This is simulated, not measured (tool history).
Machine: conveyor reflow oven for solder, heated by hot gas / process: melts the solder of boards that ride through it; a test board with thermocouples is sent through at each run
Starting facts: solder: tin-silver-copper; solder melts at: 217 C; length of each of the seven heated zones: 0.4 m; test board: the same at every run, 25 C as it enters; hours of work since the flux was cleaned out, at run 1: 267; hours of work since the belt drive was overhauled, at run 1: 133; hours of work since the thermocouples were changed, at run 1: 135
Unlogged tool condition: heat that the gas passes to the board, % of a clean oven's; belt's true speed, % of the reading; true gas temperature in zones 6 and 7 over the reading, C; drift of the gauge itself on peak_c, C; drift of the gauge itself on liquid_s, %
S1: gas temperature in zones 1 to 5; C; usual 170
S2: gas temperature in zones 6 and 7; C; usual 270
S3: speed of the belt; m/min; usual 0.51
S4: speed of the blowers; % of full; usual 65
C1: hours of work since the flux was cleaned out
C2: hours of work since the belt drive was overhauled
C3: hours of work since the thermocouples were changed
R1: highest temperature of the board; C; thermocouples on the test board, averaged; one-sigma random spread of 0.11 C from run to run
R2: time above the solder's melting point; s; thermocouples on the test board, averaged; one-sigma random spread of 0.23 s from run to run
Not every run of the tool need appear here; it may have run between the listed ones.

run	day	S1	S2	S3	S4	C1	C2	C3	R1	R2
1	0	170	270	0.51	65	267	133	135	257.3	74.2
2	0.538	170	270	0.51	65	277	143	145	257.1	74
3	0.858	170	270	0.51	65	283	149	151	257.2	74.1
4	1.325	170	270	0.51	65	292	157	159	257.1	73.9
5	1.912	170	271	0.51	65	303	168	170	258.1	74.5
6	2.338	170	270	0.51	76	311	176	178	258.9	75.7
7	2.704	170	270	0.51	76	318	183	185	258.9	75.3
8	3.167	170	270	0.51	66	326	192	194	257.3	74.1
9	3.533	170	270	0.51	66	333	198	200	257.2	74.3
# day 4.158: flux residue cleaned out of gas plates and filters
10	4.321	170	272	0.51	55	3	209	211	258.5	74.8
11	4.625	182	268	0.599	70	9	215	217	254.9	65.6
12	4.996	182	268	0.599	70	16	222	224	255.1	65.7
13	5.538	182	268	0.429	87	26	232	234	263.8	101.3
14	6.075	167	268	0.532	87	36	242	244	258.7	71.9
15	6.542	179	270	0.427	65	44	251	252	263.5	99.9
16	7.133	170	282	0.51	78	55	262	263	271.8	83.3
17	7.417	170	282	0.51	78	61	267	269	272	83.8

Below, each run's measurement less what the same run would have read without the hidden state. Both values contain the same run-to-run variation, but the gauge's scatter may not be the same in both:
run	R1	R2
1	-1	-1.1
2	-1.1	-1.1
3	-1	-1.1
4	-1.1	-1.2
5	-1.1	-1.1
6	-1.1	-1.1
7	-1.2	-1.2
8	-1.2	-1.2
9	-1.2	-1.2
10	+0.4	+0.5
11	+0.3	+0.4
12	+0.4	+0.3
13	+0.3	+0.5
14	+0.3	+0.3
15	+0.4	+0.6
16	+0.2	+0.4
17	+0.2	+0.4
